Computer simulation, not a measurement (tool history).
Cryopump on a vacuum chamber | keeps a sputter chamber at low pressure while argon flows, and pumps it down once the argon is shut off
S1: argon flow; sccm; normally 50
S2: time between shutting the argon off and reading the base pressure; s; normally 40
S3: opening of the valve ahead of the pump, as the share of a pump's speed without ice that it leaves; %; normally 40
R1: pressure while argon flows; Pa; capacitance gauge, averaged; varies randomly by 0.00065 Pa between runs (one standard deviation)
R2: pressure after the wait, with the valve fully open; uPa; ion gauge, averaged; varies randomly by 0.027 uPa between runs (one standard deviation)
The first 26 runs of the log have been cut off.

| run | day | S1 | S2 | S3 | R1 | R2 |
|---|---|---|---|---|---|---|
| 27 | 56.054 | 50 | 92 | 37 | 0.1199 | 1.74 |
| 28 | 57.417 | 50 | 92 | 37 | 0.1195 | 1.76 |
| 29 | 60.017 | 50 | 92 | 37 | 0.1189 | 1.83 |
| 30 | 62.496 | 50 | 40 | 26 | 0.1673 | 2.48 |
| 31 | 64.404 | 50 | 40 | 26 | 0.1689 | 2.42 |
| 32 | 65.854 | 50 | 230 | 51 | 0.0903 | 1.64 |
| 33 | 68.392 | 50 | 230 | 51 | 0.0914 | 1.72 |
| 34 | 71.267 | 65 | 215 | 23 | 0.2471 | 1.74 |

Each row is a separate what-if for the run after 34, all from the same tool condition, not one after another. Results?
| A | 73.079 | 50 | 40 | 56 | ? | ? |
| B | 73.079 | 61 | 47 | 16 | ? | ? |
| C | 73.079 | 65 | 220 | 23 | ? | ? |
| D | 73.079 | 65 | 215 | 17 | ? | ? |

| run | R1 | R2 |
|---|---|---|
| A | 0.0841 | 2.59 |
| B | 0.3267 | 2.42 |
| C | 0.2468 | 1.83 |
| D | 0.3282 | 1.75 |
Had the tool no hidden state, the same runs would have come out as:
| run | R1 | R2 |
|---|---|---|
| A | 0.0739 | 1.15 |
| B | 0.3141 | 1.00 |
| C | 0.2334 | 0.36 |
| D | 0.3148 | 0.32 |
